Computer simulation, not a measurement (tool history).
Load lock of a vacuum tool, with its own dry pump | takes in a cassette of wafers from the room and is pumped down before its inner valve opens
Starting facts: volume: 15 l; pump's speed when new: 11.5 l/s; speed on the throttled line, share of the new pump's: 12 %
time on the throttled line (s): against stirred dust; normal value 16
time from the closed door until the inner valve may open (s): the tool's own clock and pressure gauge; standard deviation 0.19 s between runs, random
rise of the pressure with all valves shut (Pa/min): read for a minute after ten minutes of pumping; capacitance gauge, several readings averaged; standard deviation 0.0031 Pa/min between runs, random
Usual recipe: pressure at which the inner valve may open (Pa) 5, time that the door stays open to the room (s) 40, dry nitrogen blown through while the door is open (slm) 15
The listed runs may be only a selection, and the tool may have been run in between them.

run	hour	time on the throttled line (s)	pressure at which the inner valve may open (Pa)	time that the door stays open to the room (s)	dry nitrogen blown through while the door is open (slm)	incoming humidity of the room's air, %	time from the closed door until the inner valve may open (s)	rise of the pressure with all valves shut (Pa/min)
1	0.0	16	5	40	15	45.3	27.2	0.065
2	140.4	16	5	40	15	46.6	27.1	0.078
3	302.4	16	5	40	15	42.8	26.8	0.065
4	552.1	16	5	40	15	46.3	27.1	0.072
5	731.3	16	5	40	15	47.2	26.9	0.071
6	975.2	16	5	40	15	43.9	27.3	0.071
7	1089.0	16	4	40	15	47.3	27.6	0.070
8	1227.5	16	4	40	15	44.3	27.6	0.068
9	1450.0	16	5	40	15	46.1	27.1	0.070
10	1567.7	16	5	40	15	44.6	27.6	0.057
11	1695.0	10	10	140	4	45.8	21.0	0.141
12	1886.5	10	10	140	4	45.8	21.2	0.143
13	2134.9	23	10	166	6	44.3	32.5	0.134
14	2390.6	23	10	166	6	45.1	32.3	0.138
15	2584.9	16	8	40	4	43.2	26.7	0.080
16	2706.3	26	5	28	6	45.2	35.5	0.084
17	2862.9	16	4	61	8	44.7	27.7	0.091
18	2980.6	22	5	40	15	42.8	32.3	0.067
19	3228.1	16	6	40	17	43.0	27.3	0.059

Removed from this log: 1 entry logged between the listed runs. Between which two listed runs does each belong, and how does the tool's hidden state at the listed run before it compare with that at the listed run after it?
In the gap between runs 7 and 8: door's seal changed, seat wiped (hour 1144.1)
  leak at the door's seal, Pa l/s: 0.0027 -> 0.002

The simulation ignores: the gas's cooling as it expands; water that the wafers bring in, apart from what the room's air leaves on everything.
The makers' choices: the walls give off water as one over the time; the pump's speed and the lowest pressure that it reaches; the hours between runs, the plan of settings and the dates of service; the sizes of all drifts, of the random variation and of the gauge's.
